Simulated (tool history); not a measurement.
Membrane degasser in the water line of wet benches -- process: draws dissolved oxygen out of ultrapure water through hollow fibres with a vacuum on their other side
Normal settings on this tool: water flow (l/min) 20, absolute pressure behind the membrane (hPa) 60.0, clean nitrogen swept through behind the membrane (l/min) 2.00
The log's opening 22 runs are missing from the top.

run	day	water flow (l/min)	absolute pressure behind the membrane (hPa)	clean nitrogen swept through behind the membrane (l/min)	dissolved oxygen in the water behind the degasser (ppb)	pressure that the water loses in the fibres (hPa)
23	175.638	13	38.8	2.45	19.4	222.4
24	183.138	15	37.6	1.63	35.5	258.2
25	193.846	15	37.6	1.63	35.4	257.4
26	199.354	15	37.6	1.63	35.5	257.9
27	204.862	17	37.6	4.12	45.9	289.9
28	215.546	20	61.2	2.00	152.5	341.3
29	225.196	13	46.6	4.24	21.6	224.3
30	232.542	20	36.4	1.39	98.6	342.3
31	241.142	20	36.4	1.39	101.2	344.8

What if the next run were any one of these 5? Each begins from the tool's condition after run 31:
A	251.704	24	36.4	4.54	?	?
B	251.704	20	60.0	1.33	?	?
C	251.704	20	60.0	3.56	?	?
D	251.704	24	60.0	3.88	?	?
E	251.704	20	36.4	1.35	?	?

run	dissolved oxygen in the water behind the degasser (ppb)	pressure that the water loses in the fibres (hPa)
A	165.9	413.0
B	179.5	345.0
C	122.8	343.2
D	203.6	414.6
E	101.9	345.3
The same runs, with their run-to-run variation unchanged, on a tool lacking any hidden condition would have given:
run	dissolved oxygen in the water behind the degasser (ppb)	pressure that the water loses in the fibres (hPa)
A	136.6	394.2
B	157.7	329.4
C	104.1	327.5
D	173.6	395.7
E	79.8	329.6
